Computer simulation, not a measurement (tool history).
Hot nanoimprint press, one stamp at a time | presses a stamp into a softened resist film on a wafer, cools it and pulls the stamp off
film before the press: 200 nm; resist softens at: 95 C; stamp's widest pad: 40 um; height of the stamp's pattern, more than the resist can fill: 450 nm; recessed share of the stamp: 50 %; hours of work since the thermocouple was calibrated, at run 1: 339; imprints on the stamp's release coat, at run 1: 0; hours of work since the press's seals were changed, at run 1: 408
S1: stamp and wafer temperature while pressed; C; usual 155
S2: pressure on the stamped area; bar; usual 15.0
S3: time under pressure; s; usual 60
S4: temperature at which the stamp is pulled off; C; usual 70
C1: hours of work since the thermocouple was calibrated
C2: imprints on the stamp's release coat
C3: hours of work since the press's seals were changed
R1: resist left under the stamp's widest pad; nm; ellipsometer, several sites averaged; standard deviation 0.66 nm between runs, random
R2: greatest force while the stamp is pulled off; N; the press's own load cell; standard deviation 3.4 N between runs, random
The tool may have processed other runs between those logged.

{"run": 1, "hour": 0.0, "S1": 155, "S2": 15.0, "S3": 60, "S4": 70, "C1": 339, "C2": 0, "C3": 408, "R1": 76.5, "R2": 167}
{"run": 2, "hour": 51.6, "S1": 155, "S2": 15.0, "S3": 60, "S4": 70, "C1": 369, "C2": 239, "C3": 438, "R1": 78.0, "R2": 172}
{"run": 3, "hour": 94.4, "S1": 155, "S2": 15.0, "S3": 60, "S4": 70, "C1": 394, "C2": 437, "C3": 463, "R1": 77.5, "R2": 177}
{"run": 4, "hour": 191.1, "S1": 155, "S2": 15.0, "S3": 73, "S4": 70, "C1": 450, "C2": 885, "C3": 520, "R1": 73.3, "R2": 196}
{"run": 5, "hour": 275.2, "S1": 155, "S2": 15.0, "S3": 73, "S4": 70, "C1": 500, "C2": 1274, "C3": 569, "R1": 74.7, "R2": 203}
{"hour": 288.2, "done": "plate thermocouple calibrated"}
{"run": 6, "hour": 373.4, "S1": 155, "S2": 15.0, "S3": 60, "S4": 70, "C1": 50, "C2": 1715, "C3": 625, "R1": 84.5, "R2": 217}
{"hour": 402.6, "done": "stamp cleaned and given a new release coat"}
{"run": 7, "hour": 430.6, "S1": 155, "S2": 15.0, "S3": 60, "S4": 68, "C1": 80, "C2": 129, "C3": 654, "R1": 83.6, "R2": 185}
{"run": 8, "hour": 513.8, "S1": 155, "S2": 15.0, "S3": 60, "S4": 70, "C1": 129, "C2": 515, "C3": 703, "R1": 86.4, "R2": 187}
{"hour": 565.3, "done": "plate thermocouple calibrated, once more"}
{"run": 9, "hour": 613.4, "S1": 155, "S2": 15.0, "S3": 60, "S4": 70, "C1": 28, "C2": 962, "C3": 760, "R1": 72.6, "R2": 176}
{"run": 10, "hour": 678.2, "S1": 155, "S2": 15.0, "S3": 33, "S4": 70, "C1": 66, "C2": 1262, "C3": 798, "R1": 92.7, "R2": 192}
{"run": 11, "hour": 752.6, "S1": 155, "S2": 15.0, "S3": 60, "S4": 70, "C1": 110, "C2": 1607, "C3": 841, "R1": 75.0, "R2": 198}
{"hour": 798.7, "done": "stamp cleaned and given a new release coat"}
{"run": 12, "hour": 835.0, "S1": 151, "S2": 15.0, "S3": 60, "S4": 70, "C1": 154, "C2": 168, "C3": 886, "R1": 93.6, "R2": 165}
{"run": 13, "hour": 926.5, "S1": 155, "S2": 15.0, "S3": 60, "S4": 70, "C1": 208, "C2": 592, "C3": 940, "R1": 76.0, "R2": 179}
{"hour": 949.6, "done": "press's hydraulic seals changed and the load cell set to zero"}
{"run": 14, "hour": 1007.7, "S1": 163, "S2": 15.0, "S3": 60, "S4": 70, "C1": 251, "C2": 931, "C3": 34, "R1": 47.6, "R2": 184}
{"run": 15, "hour": 1095.0, "S1": 163, "S2": 15.0, "S3": 60, "S4": 70, "C1": 302, "C2": 1336, "C3": 85, "R1": 48.2, "R2": 196}
{"run": 16, "hour": 1144.1, "S1": 163, "S2": 15.0, "S3": 58, "S4": 70, "C1": 331, "C2": 1563, "C3": 114, "R1": 49.3, "R2": 214}
{"run": 17, "hour": 1187.7, "S1": 163, "S2": 15.0, "S3": 58, "S4": 70, "C1": 356, "C2": 1765, "C3": 139, "R1": 49.4, "R2": 212}
{"hour": 1206.4, "done": "stamp cleaned and given a new release coat"}
{"run": 18, "hour": 1259.2, "S1": 163, "S2": 15.0, "S3": 58, "S4": 70, "C1": 395, "C2": 245, "C3": 178, "R1": 49.9, "R2": 171}
{"run": 19, "hour": 1314.1, "S1": 150, "S2": 11.2, "S3": 40, "S4": 56, "C1": 427, "C2": 499, "C3": 210, "R1": 132.0, "R2": 241}
{"run": 20, "hour": 1364.8, "S1": 159, "S2": 11.7, "S3": 51, "S4": 56, "C1": 456, "C2": 733, "C3": 240, "R1": 75.3, "R2": 250}
{"run": 21, "hour": 1436.0, "S1": 159, "S2": 11.7, "S3": 51, "S4": 56, "C1": 498, "C2": 1063, "C3": 281, "R1": 76.3, "R2": 265}
{"hour": 1451.9, "done": "plate thermocouple calibrated"}
{"run": 22, "hour": 1532.0, "S1": 155, "S2": 13.1, "S3": 60, "S4": 70, "C1": 47, "C2": 1494, "C3": 336, "R1": 76.9, "R2": 191}
{"run": 23, "hour": 1588.6, "S1": 155, "S2": 13.1, "S3": 60, "S4": 70, "C1": 80, "C2": 1756, "C3": 369, "R1": 78.2, "R2": 209}
{"hour": 1603.4, "done": "stamp cleaned and given a new release coat"}
{"run": 24, "hour": 1667.7, "S1": 155, "S2": 10.4, "S3": 106, "S4": 70, "C1": 123, "C2": 298, "C3": 412, "R1": 69.4, "R2": 167}
{"run": 25, "hour": 1747.5, "S1": 148, "S2": 15.0, "S3": 52, "S4": 70, "C1": 170, "C2": 667, "C3": 458, "R1": 114.9, "R2": 173}
{"run": 26, "hour": 1811.7, "S1": 155, "S2": 11.3, "S3": 60, "S4": 62, "C1": 207, "C2": 964, "C3": 496, "R1": 85.7, "R2": 215}
{"run": 27, "hour": 1866.6, "S1": 155, "S2": 12.1, "S3": 47, "S4": 62, "C1": 239, "C2": 1219, "C3": 528, "R1": 92.0, "R2": 228}
{"run": 28, "hour": 1958.4, "S1": 162, "S2": 10.4, "S3": 43, "S4": 68, "C1": 293, "C2": 1644, "C3": 582, "R1": 72.0, "R2": 204}
{"hour": 1999.4, "done": "stamp cleaned and given a new release coat"}
{"run": 29, "hour": 2021.5, "S1": 156, "S2": 17.3, "S3": 61, "S4": 75, "C1": 326, "C2": 102, "C3": 615, "R1": 68.0, "R2": 142}
{"run": 30, "hour": 2081.7, "S1": 155, "S2": 15.0, "S3": 48, "S4": 59, "C1": 362, "C2": 381, "C3": 651, "R1": 85.3, "R2": 221}

Forecast each of these 3 alternatives for the next run:
{"run": "A", "hour": 2157.5, "S1": 152, "S2": 9.6, "S3": 77, "S4": 70, "C1": 406, "C2": 732, "C3": 695, "R1": "?", "R2": "?"}
{"run": "B", "hour": 2157.5, "S1": 155, "S2": 22.1, "S3": 58, "S4": 63, "C1": 406, "C2": 732, "C3": 695, "R1": "?", "R2": "?"}
{"run": "C", "hour": 2157.5, "S1": 161, "S2": 15.0, "S3": 48, "S4": 64, "C1": 406, "C2": 732, "C3": 695, "R1": "?", "R2": "?"}

run=A R1=105.2 R2=181
run=B R1=66.7 R2=217
run=C R1=61.9 R2=214
With no hidden state in the tool, these same runs would have given:
run=A R1=96.3 R2=158
run=B R1=59.1 R2=190
run=C R1=55.8 R2=187
